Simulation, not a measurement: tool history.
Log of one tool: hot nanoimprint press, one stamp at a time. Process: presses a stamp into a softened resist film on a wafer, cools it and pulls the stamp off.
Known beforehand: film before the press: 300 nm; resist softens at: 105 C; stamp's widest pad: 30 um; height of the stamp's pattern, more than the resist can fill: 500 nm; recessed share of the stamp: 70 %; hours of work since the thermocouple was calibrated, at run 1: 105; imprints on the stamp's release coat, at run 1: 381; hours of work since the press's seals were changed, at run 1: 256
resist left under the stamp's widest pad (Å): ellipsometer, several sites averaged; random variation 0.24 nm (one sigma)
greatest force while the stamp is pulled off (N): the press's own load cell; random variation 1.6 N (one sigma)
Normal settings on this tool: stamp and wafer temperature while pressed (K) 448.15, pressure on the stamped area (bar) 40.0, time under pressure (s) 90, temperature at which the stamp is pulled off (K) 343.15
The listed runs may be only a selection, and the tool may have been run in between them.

run	hour	stamp and wafer temperature while pressed (K)	pressure on the stamped area (bar)	time under pressure (s)	temperature at which the stamp is pulled off (K)	hours of work since the thermocouple was calibrated	imprints on the stamp's release coat	hours of work since the press's seals were changed	resist left under the stamp's widest pad (Å)	greatest force while the stamp is pulled off (N)
1	0.0	448.15	40.0	90	343.15	105	381	256	1057	145
2	41.5	448.15	40.0	90	330.15	134	573	286	1059	212
3	70.7	448.15	40.0	90	330.15	155	709	307	1054	215
4	106.5	448.15	40.0	90	330.15	181	874	332	1050	225
5	145.3	448.15	40.0	90	344.15	209	1054	360	1050	156
6	178.9	448.15	40.0	90	344.15	233	1210	384	1048	160
# hour 187.7: stamp cleaned and given a new release coat
7	214.7	445.15	31.5	90	340.15	254	125	405	1286	149
8	255.6	436.15	61.2	114	344.15	283	314	435	1151	140
9	288.5	436.15	61.2	114	344.15	307	467	458	1151	143
10	328.4	436.15	61.2	114	344.15	335	651	487	1146	145

3 options for the next run, each taken on its own from the tool as it stands now. Forecast them:
A	347.8	439.15	36.1	114	346.15	349	741	500	?	?
B	347.8	455.15	48.5	90	343.15	349	741	500	?	?
C	347.8	447.15	25.8	88	344.15	349	741	500	?	?

run	resist left under the stamp's widest pad (Å)	greatest force while the stamp is pulled off (N)
A	1319	138
B	764	152
C	1321	149
With the hidden condition removed and each run's random variation left untouched, the same runs would have given:
run	resist left under the stamp's widest pad (Å)	greatest force while the stamp is pulled off (N)
A	1366	127
B	785	139
C	1362	136
